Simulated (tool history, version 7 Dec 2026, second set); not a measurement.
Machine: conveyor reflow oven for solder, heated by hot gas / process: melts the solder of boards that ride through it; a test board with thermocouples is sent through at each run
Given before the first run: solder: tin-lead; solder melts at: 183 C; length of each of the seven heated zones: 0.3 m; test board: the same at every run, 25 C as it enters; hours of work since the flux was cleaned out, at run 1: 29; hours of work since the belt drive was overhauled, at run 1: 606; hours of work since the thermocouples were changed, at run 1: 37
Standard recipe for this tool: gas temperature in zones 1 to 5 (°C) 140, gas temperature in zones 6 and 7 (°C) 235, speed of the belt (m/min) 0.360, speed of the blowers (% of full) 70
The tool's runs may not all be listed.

| run | hour | gas temperature in zones 1 to 5 (°C) | gas temperature in zones 6 and 7 (°C) | speed of the belt (m/min) | speed of the blowers (% of full) | hours of work since the flux was cleaned out | hours of work since the belt drive was overhauled | hours of work since the thermocouples were changed | highest temperature of the board (°C) | time above the solder's melting point (s) |
|---|---|---|---|---|---|---|---|---|---|---|
| 1 | 0.0 | 140 | 235 | 0.360 | 70 | 29 | 606 | 37 | 222.0 | 81.4 |
| 2 | 9.4 | 140 | 235 | 0.360 | 70 | 35 | 611 | 42 | 222.3 | 82.3 |
| 3 | 16.3 | 140 | 235 | 0.360 | 70 | 39 | 615 | 46 | 223.0 | 82.0 |
| 4 | 20.2 | 140 | 235 | 0.360 | 70 | 41 | 617 | 48 | 222.8 | 80.5 |
| 5 | 28.3 | 140 | 235 | 0.360 | 70 | 45 | 622 | 53 | 222.8 | 81.7 |
| 6 | 34.9 | 140 | 235 | 0.360 | 63 | 49 | 626 | 56 | 220.5 | 80.6 |
| 7 | 39.4 | 140 | 235 | 0.360 | 70 | 52 | 628 | 59 | 222.1 | 81.3 |
| 8 | 48.5 | 140 | 235 | 0.360 | 70 | 57 | 633 | 64 | 221.4 | 80.9 |
| 9 | 53.4 | 140 | 228 | 0.360 | 53 | 59 | 636 | 67 | 212.6 | 70.9 |
| 10 | 62.7 | 140 | 228 | 0.360 | 53 | 65 | 641 | 72 | 211.5 | 70.8 |
| 11 | 67.8 | 140 | 235 | 0.395 | 70 | 68 | 644 | 75 | 219.9 | 71.3 |
| 12 | 74.2 | 140 | 235 | 0.413 | 89 | 71 | 648 | 79 | 221.3 | 69.8 |
| 13 | 79.5 | 140 | 235 | 0.413 | 89 | 74 | 651 | 82 | 220.8 | 69.5 |
| 14 | 86.8 | 141 | 234 | 0.358 | 67 | 78 | 655 | 86 | 221.2 | 82.2 |
| 15 | 93.6 | 136 | 235 | 0.360 | 70 | 82 | 659 | 90 | 222.4 | 78.8 |
| 16 | 103.1 | 136 | 235 | 0.360 | 70 | 88 | 664 | 95 | 222.2 | 79.5 |

3 options for the next run, each taken on its own from the tool as it stands now. Forecast them:
| A | 107.6 | 140 | 236 | 0.360 | 53 | 90 | 667 | 97 | ? | ? |
| B | 107.6 | 136 | 228 | 0.307 | 77 | 90 | 667 | 97 | ? | ? |
| C | 107.6 | 132 | 235 | 0.360 | 70 | 90 | 667 | 97 | ? | ? |

| run | highest temperature of the board (°C) | time above the solder's melting point (s) |
|---|---|---|
| A | 219.9 | 78.7 |
| B | 220.4 | 93.2 |
| C | 221.3 | 77.8 |
What these runs would have given with no unlogged condition in the tool:
| run | highest temperature of the board (°C) | time above the solder's melting point (s) |
|---|---|---|
| A | 219.9 | 78.7 |
| B | 220.5 | 93.2 |
| C | 221.3 | 77.8 |
